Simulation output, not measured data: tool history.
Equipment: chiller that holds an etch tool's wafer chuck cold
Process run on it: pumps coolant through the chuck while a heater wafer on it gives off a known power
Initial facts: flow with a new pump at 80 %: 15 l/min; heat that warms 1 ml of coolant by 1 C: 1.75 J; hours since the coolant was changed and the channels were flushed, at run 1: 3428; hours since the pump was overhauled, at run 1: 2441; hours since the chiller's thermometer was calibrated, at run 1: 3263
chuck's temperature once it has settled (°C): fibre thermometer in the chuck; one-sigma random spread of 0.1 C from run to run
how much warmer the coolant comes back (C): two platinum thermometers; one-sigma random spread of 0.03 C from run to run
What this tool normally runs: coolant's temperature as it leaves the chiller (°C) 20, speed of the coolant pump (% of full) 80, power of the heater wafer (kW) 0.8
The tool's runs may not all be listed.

| run | hour | coolant's temperature as it leaves the chiller (°C) | speed of the coolant pump (% of full) | power of the heater wafer (kW) | hours since the coolant was changed and the channels were flushed | hours since the pump was overhauled | hours since the chiller's thermometer was calibrated | chuck's temperature once it has settled (°C) | how much warmer the coolant comes back (C) |
|---|---|---|---|---|---|---|---|---|---|
| 1 | 0 | 20 | 80 | 0.8 | 3428 | 2441 | 3263 | 25 | 1.85 |
| 2 | 91.5 | 20 | 80 | 0.8 | 3519 | 2532 | 3355 | 24.9 | 1.77 |
| 3 | 142.4 | 20 | 80 | 0.8 | 3570 | 2583 | 3406 | 24.9 | 1.75 |
| 4 | 194.7 | 20 | 86 | 0.8 | 3623 | 2635 | 3458 | 24.7 | 1.65 |
| 5 | 284.8 | 20 | 86 | 0.8 | 3713 | 2726 | 3548 | 24.7 | 1.63 |
| 6 | 402.1 | 20 | 86 | 0.8 | 3830 | 2843 | 3665 | 24.8 | 1.61 |
| 7 | 505.5 | 27 | 80 | 0.8 | 3933 | 2946 | 3769 | 31.8 | 1.72 |
| 8 | 582.3 | 27 | 80 | 0.8 | 4010 | 3023 | 3846 | 31.9 | 1.67 |
| 9 | 687.8 | 27 | 80 | 0.8 | 4116 | 3128 | 3951 | 31.7 | 1.67 |
| 10 | 806.2 | 27 | 80 | 0.8 | 4234 | 3247 | 4070 | 32 | 1.6 |
| 11 | 859.3 | 20 | 80 | 0.8 | 4287 | 3300 | 4123 | 24.9 | 1.66 |
| 12 | 933.2 | 20 | 80 | 0.8 | 4361 | 3374 | 4197 | 25 | 1.57 |
| 13 | 1044.8 | 20 | 80 | 0.8 | 4473 | 3485 | 4308 | 25 | 1.5 |
| 14 | 1104.5 | 20 | 80 | 0.8 | 4532 | 3545 | 4368 | 24.8 | 1.54 |
|  | 1159.8 | chiller's thermometer calibrated |
| 15 | 1192.4 | 20 | 71 | 0.8 | 4619 | 3632 | 33 | 25.4 | 1.8 |
| 16 | 1279.3 | 20 | 71 | 0.8 | 4706 | 3719 | 120 | 25.4 | 1.77 |
| 17 | 1337.8 | 20 | 71 | 0.8 | 4765 | 3777 | 178 | 25.3 | 1.69 |
| 18 | 1392.6 | 20 | 71 | 0.8 | 4820 | 3832 | 233 | 25.2 | 1.7 |
| 19 | 1476.8 | 20 | 71 | 0.8 | 4904 | 3917 | 317 | 25.5 | 1.67 |
| 20 | 1534.9 | 13 | 74 | 0.8 | 4962 | 3975 | 375 | 18.4 | 1.56 |
|  | 1585 | gauge calibrated |
| 21 | 1599 | 26 | 75 | 0.967 | 5026 | 4039 | 439 | 32.3 | 2.36 |
| 22 | 1654.5 | 16 | 80 | 0.985 | 5081 | 4094 | 495 | 21.9 | 2.21 |
| 23 | 1777.9 | 11 | 62 | 0.8 | 5205 | 4218 | 618 | 17 | 2.32 |
| 24 | 1861.2 | 11 | 62 | 0.8 | 5288 | 4301 | 701 | 17 | 2.26 |
| 25 | 1951.5 | 11 | 62 | 0.8 | 5378 | 4391 | 792 | 17 | 2.27 |
| 26 | 2035.2 | 22 | 67 | 1.038 | 5462 | 4475 | 875 | 29.5 | 2.73 |
| 27 | 2112.3 | 28 | 85 | 0.502 | 5539 | 4552 | 952 | 30.9 | 0.92 |
| 28 | 2218.7 | 28 | 85 | 0.502 | 5646 | 4658 | 1059 | 31.1 | 0.92 |
| 29 | 2314.5 | 20 | 71 | 0.684 | 5741 | 4754 | 1155 | 24.8 | 1.53 |
| 30 | 2435 | 20 | 71 | 0.684 | 5862 | 4875 | 1275 | 24.6 | 1.54 |
| 31 | 2485.1 | 13 | 77 | 0.8 | 5912 | 4925 | 1325 | 18.2 | 1.63 |
| 32 | 2568.8 | 20 | 80 | 1.067 | 5996 | 5008 | 1409 | 26.7 | 2.21 |
| 33 | 2653.9 | 20 | 91 | 0.442 | 6081 | 5094 | 1494 | 22.5 | 0.59 |

Branching from run 33: 3 alternative next runs. What would each branch give?
| A | 2722.6 | 20 | 81 | 0.44 | 6149 | 5162 | 1563 | ? | ? |
| B | 2722.6 | 15 | 90 | 0.457 | 6149 | 5162 | 1563 | ? | ? |
| C | 2722.6 | 20 | 80 | 0.598 | 6149 | 5162 | 1563 | ? | ? |

| run | chuck's temperature once it has settled (°C) | how much warmer the coolant comes back (C) |
|---|---|---|
| A | 22.6 | 0.72 |
| B | 17.6 | 0.63 |
| C | 23.8 | 1.01 |
What these runs would have given with no unlogged condition in the tool:
| run | chuck's temperature once it has settled (°C) | how much warmer the coolant comes back (C) |
|---|---|---|
| A | 22.6 | 1.03 |
| B | 17.6 | 0.94 |
| C | 23.8 | 1.31 |
